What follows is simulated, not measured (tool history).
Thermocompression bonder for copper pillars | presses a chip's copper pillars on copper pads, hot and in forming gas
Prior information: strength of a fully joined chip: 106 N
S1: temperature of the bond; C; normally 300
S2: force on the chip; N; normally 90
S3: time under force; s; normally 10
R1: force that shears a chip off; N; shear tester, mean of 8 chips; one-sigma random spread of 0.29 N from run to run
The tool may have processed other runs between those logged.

run    hour   S1   S2  S3    R1
  1       0  300   90  10  66.4
  2    59.8  300   90  19  77.8
  3   117.4  300   90  27  83.1
  4   182.5  300   90  27  81.7
  5   216.5  300   59  27  59.7
  6   288.5  300   59  27  58.2
  7     326  300   59  27  58.1
  8   384.3  300   90   5  50.7
      391.4  -- forming gas filter changed
  9   441.3  300   90   5  57.2
 10   479.3  300   90   5  56.8
      536.5  -- force cell calibrated
 11   555.8  300   68  10  51.9
 12   630.2  300   68   7  44.8
 13   679.4  300   68   7  44.3
 14   725.5  300  126   7  75.1
 15   802.8  300  111  10  74.2
      818.9  -- forming gas filter changed
 16   843.7  300   90  11  72.9
 17   895.1  300   90  11    72
 18   929.4  300   90  11  71.6
      987.6  -- heater calibrated with a thermocouple chip
 19   988.1  300   90  10  61.5
 20    1053  314   65  10  53.2
 21  1124.7  314   65  10  52.4
 22  1190.4  297   73  30  66.5
     1250.1  -- forming gas filter changed
 23  1250.1  274   71  10  36.3
 24  1292.9  274   71  10  36.3
 25  1327.3  278   58  23  41.7
 26  1383.7  322   57  22  69.3
 27  1420.5  293  129  10  79.2
 28  1487.2  307   89  12  71.2
 29  1535.6  307   92  18  78.6
 30  1603.8  303   98  18    78
 31  1638.9  303   86  19  72.5
     1681.5  -- forming gas filter changed
 32  1701.6  311   86  11  76.2
       1754  -- force cell calibrated
 33    1759  311   86  11  73.5
 34  1793.2  288  115   9  70.4
 35  1844.9  307  103   6  68.9
 36  1905.6  290   61  27  55.8
 37  1965.1  290   61  27  54.6
 38  2036.5  296   68   6    39

Below, some changes in R1 between adjacent runs. For each, the amount present without the hidden state too (settings, incoming material, random variation) and the amount remaining for the hidden state with gauge scatter not shared by both compared results:
Hidden state at play: true temperature of the bond over the reading, C; force that reaches the chip, % of what is set; oxide that the forming gas leaves, % of the face; drift of the gauge itself on shear_n, %.
Run 13 -> 14: S2 68 -> 126. R1 +30.8 N: hidden state -3, all else +33.8.
Run 15 -> 16: S2 111 -> 90, S3 10 -> 11, forming gas filter changed. R1 -1.3 N: hidden state +9.5, all else -10.8.
Run 18 -> 19: S3 11 -> 10, heater calibrated with a thermocouple chip. R1 -10.1 N: hidden state -8.5, all else -1.6.
Run 22 -> 23: S1 297 -> 274, S2 73 -> 71, S3 30 -> 10, forming gas filter changed. R1 -30.2 N: hidden state +7.1, all else -37.3.
Run 25 -> 26: S1 278 -> 322, S2 58 -> 57, S3 23 -> 22. R1 +27.6 N: hidden state -0.9, all else +28.5.
Run 31 -> 32: S1 303 -> 311, S3 19 -> 11, forming gas filter changed. R1 +3.7 N: hidden state +8.3, all else -4.6.
